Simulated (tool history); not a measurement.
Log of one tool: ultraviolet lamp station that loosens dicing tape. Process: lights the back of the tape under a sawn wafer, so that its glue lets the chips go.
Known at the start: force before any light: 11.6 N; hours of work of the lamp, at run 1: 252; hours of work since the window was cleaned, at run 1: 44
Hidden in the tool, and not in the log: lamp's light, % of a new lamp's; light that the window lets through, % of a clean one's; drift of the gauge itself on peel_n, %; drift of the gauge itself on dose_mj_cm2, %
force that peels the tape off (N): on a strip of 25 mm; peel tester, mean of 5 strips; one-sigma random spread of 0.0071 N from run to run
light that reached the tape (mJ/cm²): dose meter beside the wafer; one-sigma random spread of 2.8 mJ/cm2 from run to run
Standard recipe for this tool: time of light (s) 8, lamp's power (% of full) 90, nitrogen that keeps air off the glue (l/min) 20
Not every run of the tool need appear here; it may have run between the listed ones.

| run | hour | time of light (s) | lamp's power (% of full) | nitrogen that keeps air off the glue (l/min) | hours of work of the lamp | hours of work since the window was cleaned | force that peels the tape off (N) | light that reached the tape (mJ/cm²) |
|---|---|---|---|---|---|---|---|---|
| 1 | 0.0 | 8 | 90 | 20 | 252 | 44 | 0.281 | 345 |
| 2 | 18.5 | 8 | 90 | 20 | 264 | 56 | 0.282 | 343 |
| 3 | 29.4 | 8 | 90 | 20 | 270 | 63 | 0.287 | 340 |
| 4 | 52.7 | 8 | 90 | 20 | 285 | 78 | 0.294 | 339 |
| 5 | 73.3 | 8 | 90 | 20 | 298 | 91 | 0.285 | 336 |
| 6 | 90.0 | 8 | 90 | 20 | 309 | 101 | 0.297 | 332 |
| 7 | 104.9 | 8 | 90 | 20 | 318 | 110 | 0.296 | 333 |
| 8 | 117.4 | 8 | 90 | 20 | 326 | 118 | 0.306 | 332 |
| 9 | 131.8 | 8 | 90 | 20 | 335 | 127 | 0.309 | 326 |
| 10 | 149.8 | 8 | 90 | 20 | 346 | 139 | 0.294 | 328 |
| 11 | 174.6 | 8 | 90 | 20 | 362 | 154 | 0.304 | 323 |
| 12 | 195.7 | 8 | 90 | 20 | 375 | 167 | 0.313 | 319 |
| 13 | 212.1 | 8 | 90 | 27 | 385 | 178 | 0.285 | 322 |
| 14 | 228.4 | 4 | 90 | 27 | 396 | 188 | 1.065 | 158 |
| 15 | 249.6 | 4 | 90 | 27 | 409 | 201 | 1.097 | 157 |
| 16 | 262.5 | 10 | 60 | 27 | 417 | 209 | 0.366 | 265 |
| 17 | 287.6 | 8 | 90 | 15 | 433 | 225 | 0.394 | 309 |
| 18 | 308.5 | 5 | 80 | 20 | 446 | 238 | 1.130 | 170 |
| 19 | 324.6 | 6 | 74 | 8 | 456 | 248 | 1.715 | 192 |
| 20 | 340.0 | 8 | 89 | 24 | 466 | 258 | 0.309 | 303 |
| 21 | 361.1 | 4 | 67 | 10 | 479 | 271 | 3.299 | 113 |
| 22 | 379.8 | 12 | 82 | 19 | 491 | 283 | 0.240 | 411 |
| 23 | 406.0 | 7 | 74 | 18 | 507 | 300 | 0.741 | 213 |
| 24 | 431.5 | 8 | 100 | 39 | 523 | 316 | 0.252 | 332 |
| 25 | 453.5 | 15 | 94 | 9 | 537 | 330 | 0.226 | 571 |
| 26 | 477.1 | 14 | 79 | 9 | 552 | 344 | 0.285 | 448 |
| 27 | 499.1 | 8 | 76 | 39 | 566 | 358 | 0.357 | 240 |
| 28 | 513.2 | 7 | 65 | 13 | 575 | 367 | 1.353 | 187 |

Each row is a separate what-if for the run after 28, all from the same tool condition, not one after another. Results?
| A | 535.2 | 4 | 90 | 20 | 588 | 381 | ? | ? |
| B | 535.2 | 8 | 69 | 20 | 588 | 381 | ? | ? |
| C | 535.2 | 15 | 74 | 33 | 588 | 381 | ? | ? |
| D | 535.2 | 10 | 79 | 20 | 588 | 381 | ? | ? |
| E | 535.2 | 5 | 90 | 22 | 588 | 381 | ? | ? |

| run | force that peels the tape off (N) | light that reached the tape (mJ/cm²) |
|---|---|---|
| A | 1.602 | 140 |
| B | 0.639 | 217 |
| C | 0.212 | 440 |
| D | 0.321 | 314 |
| E | 0.969 | 181 |
Take away the tool's hidden state, keep each run's random variation, and the runs would have read:
| run | force that peels the tape off (N) | light that reached the tape (mJ/cm²) |
|---|---|---|
| A | 0.905 | 188 |
| B | 0.349 | 290 |
| C | 0.206 | 587 |
| D | 0.231 | 418 |
| E | 0.513 | 240 |

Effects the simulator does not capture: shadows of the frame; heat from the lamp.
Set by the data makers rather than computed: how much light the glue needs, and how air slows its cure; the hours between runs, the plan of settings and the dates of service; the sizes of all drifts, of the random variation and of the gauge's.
